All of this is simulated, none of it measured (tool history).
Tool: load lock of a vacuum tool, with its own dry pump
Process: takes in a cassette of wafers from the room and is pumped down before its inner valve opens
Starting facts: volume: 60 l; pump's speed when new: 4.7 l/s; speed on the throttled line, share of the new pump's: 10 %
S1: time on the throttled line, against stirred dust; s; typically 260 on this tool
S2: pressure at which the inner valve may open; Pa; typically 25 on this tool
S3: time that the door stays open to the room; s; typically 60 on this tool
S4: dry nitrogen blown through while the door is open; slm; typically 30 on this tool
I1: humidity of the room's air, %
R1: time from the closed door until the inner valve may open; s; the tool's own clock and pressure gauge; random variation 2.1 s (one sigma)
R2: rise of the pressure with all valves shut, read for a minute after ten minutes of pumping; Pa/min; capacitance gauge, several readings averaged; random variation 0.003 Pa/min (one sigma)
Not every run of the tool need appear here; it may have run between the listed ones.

{"run": 1, "hour": 0.0, "S1": 260, "S2": 25, "S3": 60, "S4": 30, "I1": 42.8, "R1": 343, "R2": 0.026}
{"run": 2, "hour": 162.1, "S1": 260, "S2": 25, "S3": 60, "S4": 30, "I1": 44.2, "R1": 342.5, "R2": 0.028}
{"run": 3, "hour": 312.1, "S1": 361, "S2": 25, "S3": 60, "S4": 30, "I1": 42.2, "R1": 431.1, "R2": 0.028}
{"run": 4, "hour": 426.9, "S1": 361, "S2": 25, "S3": 60, "S4": 30, "I1": 44.5, "R1": 431.9, "R2": 0.029}
{"run": 5, "hour": 575.5, "S1": 260, "S2": 25, "S3": 60, "S4": 30, "I1": 45.1, "R1": 339.7, "R2": 0.035}
{"run": 6, "hour": 672.7, "S1": 260, "S2": 25, "S3": 60, "S4": 30, "I1": 44.2, "R1": 342.3, "R2": 0.032}
{"run": 7, "hour": 822.8, "S1": 260, "S2": 25, "S3": 60, "S4": 30, "I1": 45, "R1": 341.8, "R2": 0.032}
{"run": 8, "hour": 922.1, "S1": 260, "S2": 25, "S3": 60, "S4": 30, "I1": 46.4, "R1": 340.9, "R2": 0.036}
{"run": 9, "hour": 1008.3, "S1": 345, "S2": 25, "S3": 59, "S4": 8, "I1": 45.9, "R1": 419.9, "R2": 0.056}
{"run": 10, "hour": 1148.3, "S1": 345, "S2": 25, "S3": 59, "S4": 8, "I1": 45.9, "R1": 422.5, "R2": 0.05}
{"run": 11, "hour": 1277.1, "S1": 260, "S2": 29, "S3": 202, "S4": 30, "I1": 48.1, "R1": 344, "R2": 0.047}
{"run": 12, "hour": 1402.8, "S1": 260, "S2": 29, "S3": 202, "S4": 30, "I1": 44.3, "R1": 338.8, "R2": 0.042}
{"run": 13, "hour": 1532.4, "S1": 362, "S2": 39, "S3": 202, "S4": 30, "I1": 42.1, "R1": 428.7, "R2": 0.048}
{"run": 14, "hour": 1670.1, "S1": 362, "S2": 39, "S3": 202, "S4": 30, "I1": 46.3, "R1": 429.2, "R2": 0.047}

Forecast each of these 4 alternatives for the next run:
{"run": "A", "hour": 1757.6, "S1": 375, "S2": 26, "S3": 202, "S4": 30, "I1": 47.3, "R1": "?", "R2": "?"}
{"run": "B", "hour": 1757.6, "S1": 362, "S2": 39, "S3": 78, "S4": 30, "I1": 40.6, "R1": "?", "R2": "?"}
{"run": "C", "hour": 1757.6, "S1": 379, "S2": 25, "S3": 219, "S4": 30, "I1": 45.2, "R1": "?", "R2": "?"}
{"run": "D", "hour": 1757.6, "S1": 260, "S2": 49, "S3": 32, "S4": 30, "I1": 46, "R1": "?", "R2": "?"}

run=A R1=442.6 R2=0.052
run=B R1=429.2 R2=0.046
run=C R1=450.3 R2=0.05
run=D R1=332.7 R2=0.041
With no hidden state in the tool, these same runs would have given:
run=A R1=440.4 R2=0.025
run=B R1=427.2 R2=0.019
run=C R1=448.1 R2=0.023
run=D R1=330.4 R2=0.015

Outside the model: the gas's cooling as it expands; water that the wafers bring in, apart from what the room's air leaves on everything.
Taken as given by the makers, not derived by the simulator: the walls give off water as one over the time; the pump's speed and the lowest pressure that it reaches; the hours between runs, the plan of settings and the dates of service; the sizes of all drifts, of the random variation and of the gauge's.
